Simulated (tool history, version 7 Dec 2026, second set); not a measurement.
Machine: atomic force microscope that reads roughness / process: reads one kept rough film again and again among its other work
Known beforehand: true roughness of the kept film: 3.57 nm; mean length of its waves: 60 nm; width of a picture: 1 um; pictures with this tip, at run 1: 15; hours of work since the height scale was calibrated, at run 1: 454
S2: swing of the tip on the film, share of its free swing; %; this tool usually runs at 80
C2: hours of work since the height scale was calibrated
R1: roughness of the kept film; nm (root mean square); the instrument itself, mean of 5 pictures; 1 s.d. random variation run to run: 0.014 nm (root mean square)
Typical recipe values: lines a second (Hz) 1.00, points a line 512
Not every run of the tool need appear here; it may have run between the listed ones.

{"run": 1, "hour": 0.0, "lines a second (Hz)": 1.0, "S2": 80, "points a line": 512, "pictures with this tip": 15, "C2": 454, "R1": 3.352}
{"run": 2, "hour": 12.0, "lines a second (Hz)": 1.0, "S2": 80, "points a line": 512, "pictures with this tip": 35, "C2": 460, "R1": 3.338}
{"run": 3, "hour": 30.9, "lines a second (Hz)": 1.0, "S2": 80, "points a line": 512, "pictures with this tip": 68, "C2": 470, "R1": 3.32}
{"run": 4, "hour": 49.8, "lines a second (Hz)": 1.0, "S2": 80, "points a line": 555, "pictures with this tip": 100, "C2": 480, "R1": 3.323}
{"run": 5, "hour": 66.7, "lines a second (Hz)": 1.0, "S2": 80, "points a line": 555, "pictures with this tip": 130, "C2": 488, "R1": 3.274}
{"run": 6, "hour": 80.2, "lines a second (Hz)": 1.0, "S2": 80, "points a line": 555, "pictures with this tip": 153, "C2": 495, "R1": 3.265}
{"run": 7, "hour": 94.0, "lines a second (Hz)": 1.0, "S2": 80, "points a line": 647, "pictures with this tip": 177, "C2": 503, "R1": 3.256}
{"hour": 108.1, "done": "new tip fitted"}
{"run": 8, "hour": 115.2, "lines a second (Hz)": 1.0, "S2": 80, "points a line": 440, "pictures with this tip": 12, "C2": 513, "R1": 3.359}
{"run": 9, "hour": 134.2, "lines a second (Hz)": 1.0, "S2": 80, "points a line": 512, "pictures with this tip": 45, "C2": 523, "R1": 3.319}
{"run": 10, "hour": 158.2, "lines a second (Hz)": 1.0, "S2": 80, "points a line": 512, "pictures with this tip": 86, "C2": 536, "R1": 3.273}
{"run": 11, "hour": 176.2, "lines a second (Hz)": 1.0, "S2": 80, "points a line": 512, "pictures with this tip": 118, "C2": 545, "R1": 3.304}
{"run": 12, "hour": 196.2, "lines a second (Hz)": 1.0, "S2": 80, "points a line": 512, "pictures with this tip": 152, "C2": 555, "R1": 3.267}
{"run": 13, "hour": 208.7, "lines a second (Hz)": 1.3, "S2": 80, "points a line": 287, "pictures with this tip": 174, "C2": 562, "R1": 3.222}
{"hour": 224.3, "done": "new tip fitted"}
{"run": 14, "hour": 225.7, "lines a second (Hz)": 1.36, "S2": 80, "points a line": 719, "pictures with this tip": 2, "C2": 571, "R1": 3.278}
{"run": 15, "hour": 247.7, "lines a second (Hz)": 1.36, "S2": 80, "points a line": 719, "pictures with this tip": 40, "C2": 582, "R1": 3.26}
{"run": 16, "hour": 269.3, "lines a second (Hz)": 1.36, "S2": 80, "points a line": 719, "pictures with this tip": 77, "C2": 593, "R1": 3.236}
{"run": 17, "hour": 292.4, "lines a second (Hz)": 2.07, "S2": 70, "points a line": 262, "pictures with this tip": 117, "C2": 605, "R1": 3.252}
{"run": 18, "hour": 308.9, "lines a second (Hz)": 1.13, "S2": 61, "points a line": 510, "pictures with this tip": 145, "C2": 614, "R1": 3.35}
{"run": 19, "hour": 328.3, "lines a second (Hz)": 1.13, "S2": 61, "points a line": 510, "pictures with this tip": 179, "C2": 624, "R1": 3.315}

What if the next run were any one of these 5? Each begins from the tool's condition after run 19:
{"hour": 340.4, "done": "new tip fitted"}
{"run": "A", "hour": 350.3, "lines a second (Hz)": 0.99, "S2": 80, "points a line": 527, "pictures with this tip": 17, "C2": 635, "R1": "?"}
{"hour": 340.4, "done": "new tip fitted"}
{"run": "B", "hour": 350.3, "lines a second (Hz)": 0.81, "S2": 56, "points a line": 783, "pictures with this tip": 17, "C2": 635, "R1": "?"}
{"hour": 340.4, "done": "new tip fitted"}
{"run": "C", "hour": 350.3, "lines a second (Hz)": 1.0, "S2": 69, "points a line": 540, "pictures with this tip": 17, "C2": 635, "R1": "?"}
{"hour": 340.4, "done": "new tip fitted"}
{"run": "D", "hour": 350.3, "lines a second (Hz)": 1.0, "S2": 65, "points a line": 512, "pictures with this tip": 17, "C2": 635, "R1": "?"}
{"hour": 340.4, "done": "new tip fitted"}
{"run": "E", "hour": 350.3, "lines a second (Hz)": 1.11, "S2": 83, "points a line": 862, "pictures with this tip": 17, "C2": 635, "R1": "?"}

run=A R1=3.334
run=B R1=3.422
run=C R1=3.386
run=D R1=3.383
run=E R1=3.303
Had the tool no hidden state, the same runs would have come out as:
run=A R1=3.371
run=B R1=3.461
run=C R1=3.424
run=D R1=3.421
run=E R1=3.341
